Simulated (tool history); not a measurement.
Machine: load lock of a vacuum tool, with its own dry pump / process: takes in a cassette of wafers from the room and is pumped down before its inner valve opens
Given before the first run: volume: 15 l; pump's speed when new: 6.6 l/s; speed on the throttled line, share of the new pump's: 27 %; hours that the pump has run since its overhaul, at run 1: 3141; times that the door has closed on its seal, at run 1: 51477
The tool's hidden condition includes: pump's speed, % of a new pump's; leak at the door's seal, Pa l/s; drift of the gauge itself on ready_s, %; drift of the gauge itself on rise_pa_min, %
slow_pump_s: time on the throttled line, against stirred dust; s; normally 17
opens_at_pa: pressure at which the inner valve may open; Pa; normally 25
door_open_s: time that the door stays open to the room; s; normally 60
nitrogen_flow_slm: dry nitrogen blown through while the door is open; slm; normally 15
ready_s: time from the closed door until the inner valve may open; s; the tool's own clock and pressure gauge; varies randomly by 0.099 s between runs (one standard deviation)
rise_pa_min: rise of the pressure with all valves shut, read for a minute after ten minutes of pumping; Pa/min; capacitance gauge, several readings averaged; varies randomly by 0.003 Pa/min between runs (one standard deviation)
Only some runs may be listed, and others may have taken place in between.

run    hour  slow_pump_s  opens_at_pa  door_open_s  nitrogen_flow_slm  hours that the pump has run since its overhaul  times that the door has closed on its seal  incoming humidity of the room's air, %  ready_s  rise_pa_min
  1       0           17           25           60                 15                                            3141                                       51477                                    43.6    31.67        0.386
  2   181.1           17           48           60                 15                                            3322                                       52190                                    44.9    30.28        0.396
  3   282.8           17           48           60                 15                                            3423                                       52590                                    44.6    30.23        0.398
  4   386.4           17           25           60                 15                                            3527                                       52998                                    42.2    31.73        0.399
  5   496.9           17           25           60                 15                                            3638                                       53433                                      41    31.78        0.407
  6   620.7           17           25           60                 15                                            3761                                       53920                                    46.5    31.84         0.41
  7   739.8           17           25           60                 15                                            3880                                       54389                                    51.3    31.78        0.427
  8   896.9           17           25           60                 15                                            4038                                       55007                                    42.8    31.85        0.428
  9   994.6           17           25           60                 15                                            4135                                       55391                                    44.4    31.88        0.433
 10  1090.8           17           25           60                 15                                            4231                                       55770                                    42.9    31.82        0.436
 11  1218.7           17           25           60                 35                                            4359                                       56273                                    44.3    31.78        0.425
 12    1351           17           25           60                 35                                            4492                                       56794                                    44.1    31.77        0.436
 13  1441.4           17           25           60                 35                                            4582                                       57150                                    43.8    31.83        0.441
 14  1559.1           17           25           60                 35                                            4700                                       57613                                    46.1    31.84        0.442
 15  1636.9           17           25           60                 35                                            4777                                       57919                                    45.9    31.69        0.451
 16  1728.2            9           18           86                 42                                            4869                                       58278                                    44.3    26.97        0.455
 17  1870.2            9           18           86                 42                                            5011                                       58837                                    45.3    26.85         0.46
 18  1987.3           17           25          129                 15                                            5128                                       59298                                    41.6    32.02        0.494
 19  2075.6           17           25           60                  9                                            5216                                       59646                                      43    31.78        0.486
 20  2181.3           17           25           60                  9                                            5322                                       60062                                    46.2    31.99        0.497
 21  2322.5           17           25           60                  9                                            5463                                       60618                                    44.1    31.81        0.495
 22  2484.3           17           25           60                  9                                            5625                                       61254                                    44.4    31.73        0.502
 23  2647.5           17           25           60                 45                                            5788                                       61896                                    44.9    32.06        0.493
 24    2755           17           25           60                 45                                            5896                                       62319                                    44.8    31.92        0.503
 25  2854.8           17           25           33                 18                                            5995                                       62712                                    44.5    32.14        0.495
 26  2981.2           29           41           60                 24                                            6122                                       63210                                      49    39.61        0.521
 27  3162.5           29           41           60                 24                                            6303                                       63924                                    43.6    39.36        0.524
 28  3262.7           29           41           60                 24                                            6403                                       64318                                    44.2    39.57        0.539
     3387.7  -- door's seal changed, seat wiped
 29  3401.8           29           41           60                 24                                            6541                                          55                                    45.8    39.45        0.046
 30  3522.5           17           25           60                 15                                            6662                                         530                                    44.3    31.99        0.046

Branching from run 30: 4 alternative next runs. What would each branch give?
  A  3598.6           10           21           60                 15                                            6738                                         830                                    44.4        ?            ?
  B  3598.6           20           20           60                 27                                            6738                                         830                                      44        ?            ?
  C  3598.6           20           25           60                 15                                            6738                                         830                                    42.5        ?            ?
  D  3598.6           17           25          191                 15                                            6738                                         830                                    44.7        ?            ?

run  ready_s  rise_pa_min
  A    27.46         0.05
  B    34.83        0.038
  C    34.31        0.048
  D    32.23        0.078
The same runs, with their run-to-run variation unchanged, on a tool lacking any hidden condition would have given:
run  ready_s  rise_pa_min
  A    26.59        0.048
  B    34.14        0.036
  C    33.63        0.046
  D    31.52        0.076

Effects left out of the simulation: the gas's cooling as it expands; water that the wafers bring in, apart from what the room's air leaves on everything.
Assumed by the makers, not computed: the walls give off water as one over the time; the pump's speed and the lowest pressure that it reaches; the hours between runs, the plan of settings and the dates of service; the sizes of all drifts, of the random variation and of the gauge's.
